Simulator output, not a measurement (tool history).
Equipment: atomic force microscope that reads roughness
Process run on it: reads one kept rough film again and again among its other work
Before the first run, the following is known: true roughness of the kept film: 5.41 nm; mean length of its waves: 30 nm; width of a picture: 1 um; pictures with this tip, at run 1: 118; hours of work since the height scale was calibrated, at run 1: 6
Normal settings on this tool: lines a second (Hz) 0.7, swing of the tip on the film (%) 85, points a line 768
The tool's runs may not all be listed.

| run | hour | lines a second (Hz) | swing of the tip on the film (%) | points a line | pictures with this tip | hours of work since the height scale was calibrated | roughness of the kept film (nm (root mean square)) |
|---|---|---|---|---|---|---|---|
| 1 | 0 | 0.7 | 85 | 768 | 118 | 6 | 4.51 |
| 2 | 8.3 | 0.7 | 85 | 768 | 130 | 11 | 4.51 |
| 3 | 22.3 | 0.7 | 85 | 768 | 150 | 20 | 4.49 |
|  | 25.5 | new tip fitted |
| 4 | 35.1 | 0.7 | 85 | 768 | 14 | 27 | 4.539 |
| 5 | 49.1 | 0.7 | 85 | 1016 | 34 | 36 | 4.502 |
| 6 | 64 | 0.7 | 85 | 1016 | 56 | 45 | 4.515 |
| 7 | 73.5 | 0.7 | 85 | 1016 | 69 | 51 | 4.504 |
| 8 | 89.2 | 0.7 | 85 | 1016 | 92 | 60 | 4.53 |
| 9 | 105 | 0.7 | 85 | 768 | 115 | 70 | 4.501 |
| 10 | 116.6 | 0.7 | 85 | 768 | 132 | 77 | 4.517 |
| 11 | 126.4 | 0.7 | 68 | 768 | 146 | 83 | 4.575 |
|  | 133.1 | new tip fitted |
| 12 | 138.4 | 0.7 | 68 | 768 | 7 | 90 | 4.602 |
| 13 | 146.8 | 0.7 | 68 | 768 | 19 | 95 | 4.601 |
| 14 | 156.1 | 0.7 | 68 | 768 | 33 | 101 | 4.556 |
| 15 | 164.4 | 0.7 | 68 | 768 | 45 | 106 | 4.592 |
| 16 | 179.3 | 0.7 | 85 | 768 | 66 | 115 | 4.504 |
| 17 | 187.3 | 0.7 | 85 | 768 | 78 | 120 | 4.489 |
| 18 | 204.4 | 0.7 | 85 | 768 | 103 | 130 | 4.495 |
| 19 | 216 | 0.7 | 85 | 768 | 119 | 137 | 4.51 |
| 20 | 232.5 | 1.115 | 84 | 271 | 143 | 147 | 4.394 |
|  | 241.2 | new tip fitted |
| 21 | 243.5 | 1.115 | 84 | 271 | 3 | 154 | 4.37 |
| 22 | 257.6 | 0.771 | 85 | 768 | 24 | 162 | 4.505 |
| 23 | 266.1 | 3.155 | 68 | 768 | 36 | 167 | 4.424 |
| 24 | 280.9 | 0.7 | 57 | 433 | 57 | 176 | 4.562 |
| 25 | 288.2 | 0.7 | 57 | 433 | 68 | 181 | 4.589 |
| 26 | 302.5 | 0.7 | 57 | 867 | 89 | 190 | 4.592 |
| 27 | 314.7 | 1.06 | 61 | 982 | 106 | 197 | 4.575 |
| 28 | 328.2 | 1.06 | 61 | 982 | 126 | 205 | 4.575 |
| 29 | 344 | 1.37 | 56 | 768 | 149 | 215 | 4.554 |
|  | 348.1 | new tip fitted |
| 30 | 355.9 | 1.37 | 56 | 768 | 11 | 222 | 4.578 |
| 31 | 368.3 | 0.652 | 71 | 1002 | 29 | 229 | 4.577 |
| 32 | 380.4 | 0.916 | 74 | 273 | 46 | 237 | 4.484 |
| 33 | 395.9 | 0.502 | 74 | 870 | 69 | 246 | 4.559 |

Same runs, no hidden state in the tool, same run-to-run variation:
Hidden conditions of the tool in this case: radius of the tip, nm; height scale over the true one, %; drift of the gauge itself on roughness_nm, %.
| run | roughness of the kept film (nm (root mean square)) |
|---|---|
| 1 | 4.527 |
| 2 | 4.528 |
| 3 | 4.511 |
| 4 | 4.541 |
| 5 | 4.507 |
| 6 | 4.522 |
| 7 | 4.514 |
| 8 | 4.542 |
| 9 | 4.516 |
| 10 | 4.534 |
| 11 | 4.594 |
| 12 | 4.603 |
| 13 | 4.604 |
| 14 | 4.56 |
| 15 | 4.598 |
| 16 | 4.512 |
| 17 | 4.499 |
| 18 | 4.509 |
| 19 | 4.525 |
| 20 | 4.412 |
| 21 | 4.37 |
| 22 | 4.508 |
| 23 | 4.428 |
| 24 | 4.569 |
| 25 | 4.598 |
| 26 | 4.604 |
| 27 | 4.589 |
| 28 | 4.592 |
| 29 | 4.573 |
| 30 | 4.579 |
| 31 | 4.58 |
| 32 | 4.49 |
| 33 | 4.568 |
